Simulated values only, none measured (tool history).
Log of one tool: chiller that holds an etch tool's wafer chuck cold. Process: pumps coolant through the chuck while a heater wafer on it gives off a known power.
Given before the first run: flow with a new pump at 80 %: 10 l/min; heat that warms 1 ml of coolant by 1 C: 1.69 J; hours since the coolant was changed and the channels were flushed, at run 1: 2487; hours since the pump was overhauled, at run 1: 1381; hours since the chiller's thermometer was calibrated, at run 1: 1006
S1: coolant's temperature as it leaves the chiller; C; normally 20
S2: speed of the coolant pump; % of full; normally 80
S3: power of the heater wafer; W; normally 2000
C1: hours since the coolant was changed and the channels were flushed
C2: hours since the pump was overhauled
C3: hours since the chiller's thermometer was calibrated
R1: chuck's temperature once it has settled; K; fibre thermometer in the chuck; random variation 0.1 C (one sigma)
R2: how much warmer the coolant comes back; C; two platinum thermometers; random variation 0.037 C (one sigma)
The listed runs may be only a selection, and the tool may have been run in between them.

run 1 hour=0 | S1=20 S2=80 S3=2000 | C1=2487 C2=1381 C3=1006 | R1=313.25 R2=7.17
run 2 hour=17.3 | S1=20 S2=80 S3=2000 | C1=2504 C2=1398 C3=1024 | R1=313.35 R2=7.16
run 3 hour=39.3 | S1=20 S2=80 S3=2000 | C1=2526 C2=1420 C3=1046 | R1=313.25 R2=7.25
run 4 hour=63.3 | S1=20 S2=80 S3=2000 | C1=2550 C2=1444 C3=1070 | R1=313.25 R2=7.15
run 5 hour=82.7 | S1=20 S2=80 S3=2472 | C1=2570 C2=1463 C3=1089 | R1=317.75 R2=8.89
run 6 hour=100.8 | S1=20 S2=78 S3=2000 | C1=2588 C2=1481 C3=1107 | R1=313.85 R2=7.43
run 7 hour=119.8 | S1=20 S2=68 S3=2000 | C1=2607 C2=1500 C3=1126 | R1=316.75 R2=8.55
run 8 hour=138.7 | S1=20 S2=68 S3=2000 | C1=2626 C2=1519 C3=1145 | R1=316.65 R2=8.63
run 9 hour=173.3 | S1=20 S2=68 S3=2000 | C1=2660 C2=1554 C3=1180 | R1=316.65 R2=8.63
run 10 hour=202.6 | S1=11 S2=81 S3=2000 | C1=2689 C2=1583 C3=1209 | R1=304.15 R2=7.11
run 11 hour=225.8 | S1=17 S2=94 S3=2000 | C1=2713 C2=1606 C3=1232 | R1=307.65 R2=6.04
run 12 hour=261.6 | S1=12 S2=80 S3=2000 | C1=2748 C2=1642 C3=1268 | R1=305.45 R2=7.23
run 13 hour=299.5 | S1=26 S2=80 S3=2000 | C1=2786 C2=1680 C3=1306 | R1=319.45 R2=7.25
run 14 hour=325.6 | S1=26 S2=80 S3=2000 | C1=2812 C2=1706 C3=1332 | R1=319.25 R2=7.27
run 15 hour=360.7 | S1=13 S2=67 S3=1792 | C1=2848 C2=1741 C3=1367 | R1=307.65 R2=7.92
run 16 hour=378.3 | S1=13 S2=67 S3=1792 | C1=2865 C2=1759 C3=1385 | R1=307.45 R2=7.88
run 17 hour=413.8 | S1=20 S2=90 S3=2673 | C1=2901 C2=1794 C3=1420 | R1=317.35 R2=8.46

3 options for the next run, each taken on its own from the tool as it stands now. Forecast them:
run A hour=447.6 | S1=19 S2=80 S3=1898 | C1=2934 C2=1828 C3=1454 | R1=? R2=?
run B hour=447.6 | S1=20 S2=90 S3=1181 | C1=2934 C2=1828 C3=1454 | R1=? R2=?
run C hour=447.6 | S1=14 S2=88 S3=1083 | C1=2934 C2=1828 C3=1454 | R1=? R2=?

run=A R1=311.45 R2=6.96
run=B R1=303.85 R2=3.76
run=C R1=297.25 R2=3.52
Without the tool's hidden state the same runs would have given:
run=A R1=310.25 R2=6.82
run=B R1=303.15 R2=3.69
run=C R1=296.65 R2=3.45
